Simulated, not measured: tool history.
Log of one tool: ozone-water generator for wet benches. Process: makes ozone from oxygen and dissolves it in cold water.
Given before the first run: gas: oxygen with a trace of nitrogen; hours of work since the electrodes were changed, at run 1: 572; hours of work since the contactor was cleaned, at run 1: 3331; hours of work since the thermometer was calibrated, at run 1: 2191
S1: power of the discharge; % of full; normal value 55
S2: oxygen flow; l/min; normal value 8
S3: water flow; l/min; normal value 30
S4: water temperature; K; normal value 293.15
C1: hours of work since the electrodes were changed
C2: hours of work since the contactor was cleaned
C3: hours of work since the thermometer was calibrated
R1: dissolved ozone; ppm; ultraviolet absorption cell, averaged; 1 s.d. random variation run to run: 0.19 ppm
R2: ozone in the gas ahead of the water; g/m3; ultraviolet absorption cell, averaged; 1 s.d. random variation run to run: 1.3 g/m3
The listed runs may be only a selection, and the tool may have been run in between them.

Run 1, hour 0: usual settings; C1 572; C2 3331; C3 2191. Result: R1 25.6 ppm, R2 228 g/m3.
Run 2, hour 21.6: usual settings; C1 591; C2 3350; C3 2209. Result: R1 25.4 ppm, R2 226.8 g/m3.
Run 3, hour 48.5: usual settings but S1 46 % of full; C1 614; C2 3373; C3 2233. Result: R1 22.3 ppm, R2 198.6 g/m3.
Run 4, hour 72.2: usual settings but S1 46 % of full; C1 635; C2 3393; C3 2253. Result: R1 22.2 ppm, R2 197.5 g/m3.
Run 5, hour 100: usual settings but S1 46 % of full; C1 658; C2 3417; C3 2277. Result: R1 22.1 ppm, R2 199.5 g/m3.
Run 6, hour 125.3: usual settings but S1 46 % of full; C1 680; C2 3439; C3 2299. Result: R1 22.3 ppm, R2 198.2 g/m3.

Run 7 is up next; what results do you expect?
Run 7, hour 143.8: usual settings but S1 100 % of full, S2 11.95 l/min, S3 25 l/min, S4 288.15 K; C1 696; C2 3455; C3 2315. Result: R1 ?, R2 ?.

{"run 7": {"R1": 48.7, "R2": 292.8}}
Take away the tool's hidden state, keep the run-to-run variation as it was, and the same run would have given R1 52.5 ppm, R2 300.5 g/m3.

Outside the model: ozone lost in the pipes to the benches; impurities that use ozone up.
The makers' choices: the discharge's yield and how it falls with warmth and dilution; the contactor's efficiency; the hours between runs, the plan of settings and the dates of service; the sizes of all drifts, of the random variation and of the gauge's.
